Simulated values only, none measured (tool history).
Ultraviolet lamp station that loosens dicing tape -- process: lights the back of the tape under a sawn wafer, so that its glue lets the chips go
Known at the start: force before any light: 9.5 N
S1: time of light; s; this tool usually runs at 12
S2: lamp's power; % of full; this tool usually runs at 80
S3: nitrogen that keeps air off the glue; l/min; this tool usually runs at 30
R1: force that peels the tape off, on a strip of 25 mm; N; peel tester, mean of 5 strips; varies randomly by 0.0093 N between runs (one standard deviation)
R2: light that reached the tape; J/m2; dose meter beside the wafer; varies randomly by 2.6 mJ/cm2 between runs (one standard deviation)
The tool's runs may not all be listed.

{"run": 1, "hour": 0.0, "S1": 12, "S2": 80, "S3": 30, "R1": 0.597, "R2": 2550}
{"run": 2, "hour": 14.0, "S1": 8, "S2": 80, "S3": 30, "R1": 1.388, "R2": 1690}
{"run": 3, "hour": 24.4, "S1": 12, "S2": 80, "S3": 30, "R1": 0.637, "R2": 2490}
{"run": 4, "hour": 39.3, "S1": 12, "S2": 80, "S3": 30, "R1": 0.636, "R2": 2510}
{"run": 5, "hour": 50.5, "S1": 12, "S2": 80, "S3": 28, "R1": 0.686, "R2": 2450}
{"run": 6, "hour": 60.1, "S1": 12, "S2": 80, "S3": 28, "R1": 0.699, "R2": 2430}
{"run": 7, "hour": 72.1, "S1": 12, "S2": 80, "S3": 30, "R1": 0.674, "R2": 2440}
{"run": 8, "hour": 80.2, "S1": 12, "S2": 80, "S3": 48, "R1": 0.541, "R2": 2440}
{"run": 9, "hour": 91.3, "S1": 12, "S2": 80, "S3": 48, "R1": 0.561, "R2": 2370}
{"run": 10, "hour": 103.0, "S1": 12, "S2": 80, "S3": 48, "R1": 0.578, "R2": 2360}
{"run": 11, "hour": 113.8, "S1": 12, "S2": 93, "S3": 30, "R1": 0.52, "R2": 2810}
{"run": 12, "hour": 130.8, "S1": 12, "S2": 93, "S3": 30, "R1": 0.535, "R2": 2740}
{"run": 13, "hour": 138.9, "S1": 12, "S2": 93, "S3": 30, "R1": 0.544, "R2": 2730}
{"run": 14, "hour": 151.5, "S1": 12, "S2": 64, "S3": 30, "R1": 1.161, "R2": 1850}
{"run": 15, "hour": 163.9, "S1": 12, "S2": 80, "S3": 30, "R1": 0.776, "R2": 2320}
{"run": 16, "hour": 175.6, "S1": 12, "S2": 75, "S3": 30, "R1": 0.893, "R2": 2120}
{"run": 17, "hour": 186.0, "S1": 12, "S2": 75, "S3": 30, "R1": 0.949, "R2": 2080}
{"run": 18, "hour": 202.9, "S1": 12, "S2": 75, "S3": 30, "R1": 0.958, "R2": 2080}
{"run": 19, "hour": 215.8, "S1": 12, "S2": 75, "S3": 30, "R1": 0.998, "R2": 2050}
{"run": 20, "hour": 233.0, "S1": 12, "S2": 75, "S3": 30, "R1": 0.798, "R2": 2190}
{"run": 21, "hour": 241.3, "S1": 12, "S2": 80, "S3": 30, "R1": 0.701, "R2": 2350}
{"run": 22, "hour": 255.5, "S1": 12, "S2": 80, "S3": 30, "R1": 0.743, "R2": 2370}
{"run": 23, "hour": 266.7, "S1": 12, "S2": 93, "S3": 30, "R1": 0.567, "R2": 2680}
{"run": 24, "hour": 280.0, "S1": 12, "S2": 93, "S3": 14, "R1": 0.85, "R2": 2700}
{"run": 25, "hour": 295.2, "S1": 8, "S2": 98, "S3": 30, "R1": 1.17, "R2": 1850}
{"run": 26, "hour": 309.6, "S1": 8, "S2": 90, "S3": 13, "R1": 1.909, "R2": 1690}
{"run": 27, "hour": 322.1, "S1": 8, "S2": 90, "S3": 13, "R1": 1.944, "R2": 1670}
{"run": 28, "hour": 335.3, "S1": 22, "S2": 90, "S3": 29, "R1": 0.273, "R2": 4610}
{"run": 29, "hour": 346.6, "S1": 22, "S2": 90, "S3": 29, "R1": 0.274, "R2": 4550}
{"run": 30, "hour": 360.0, "S1": 22, "S2": 90, "S3": 29, "R1": 0.281, "R2": 4530}
{"run": 31, "hour": 369.4, "S1": 22, "S2": 90, "S3": 29, "R1": 0.29, "R2": 4470}
{"run": 32, "hour": 384.2, "S1": 7, "S2": 90, "S3": 32, "R1": 1.828, "R2": 1420}
{"run": 33, "hour": 395.5, "S1": 7, "S2": 90, "S3": 32, "R1": 1.859, "R2": 1400}
{"run": 34, "hour": 405.8, "S1": 7, "S2": 90, "S3": 32, "R1": 1.81, "R2": 1390}
{"run": 35, "hour": 414.2, "S1": 17, "S2": 80, "S3": 30, "R1": 0.464, "R2": 3020}
{"run": 36, "hour": 421.3, "S1": 17, "S2": 66, "S3": 30, "R1": 0.674, "R2": 2460}
{"run": 37, "hour": 434.5, "S1": 17, "S2": 66, "S3": 30, "R1": 0.675, "R2": 2440}
{"run": 38, "hour": 444.3, "S1": 17, "S2": 66, "S3": 30, "R1": 0.704, "R2": 2410}
{"run": 39, "hour": 455.1, "S1": 13, "S2": 89, "S3": 31, "R1": 0.32, "R2": 3770}
{"run": 40, "hour": 466.4, "S1": 22, "S2": 65, "S3": 31, "R1": 0.267, "R2": 4590}
{"run": 41, "hour": 480.9, "S1": 22, "S2": 62, "S3": 31, "R1": 0.283, "R2": 4320}
{"run": 42, "hour": 491.4, "S1": 12, "S2": 78, "S3": 30, "R1": 0.488, "R2": 2990}
{"run": 43, "hour": 501.4, "S1": 22, "S2": 78, "S3": 30, "R1": 0.264, "R2": 5380}

Taken out of this log: 3 entries between the listed runs. Where each belongs, and how the hidden state differs across it:
Runs 16 to 17: window cleaned of glue's vapour (hour 177.0)
  lamp's light, % of a new lamp's: 73.7 -> 73.4; light that the window lets through, % of a clean one's: 92.9 -> 90.5
  measured value less the no-hidden-state value, R1: +0.450 -> +0.507 N; R2: -990 -> -1040 J/m2
Runs 19 to 20: window cleaned of glue's vapour, once more (hour 230.7)
  lamp's light, % of a new lamp's: 72.6 -> 72.1; light that the window lets through, % of a clean one's: 89.7 -> 99.5
  measured value less the no-hidden-state value, R1: +0.546 -> +0.371 N; R2: -1090 -> -870 J/m2
Runs 38 to 39: lamp changed (hour 447.5)
  lamp's light, % of a new lamp's: 66 -> 99.3; light that the window lets through, % of a clean one's: 94 -> 93.7
  measured value less the no-hidden-state value, R1: +0.377 -> +0.024 N; R2: -1470 -> -270 J/m2

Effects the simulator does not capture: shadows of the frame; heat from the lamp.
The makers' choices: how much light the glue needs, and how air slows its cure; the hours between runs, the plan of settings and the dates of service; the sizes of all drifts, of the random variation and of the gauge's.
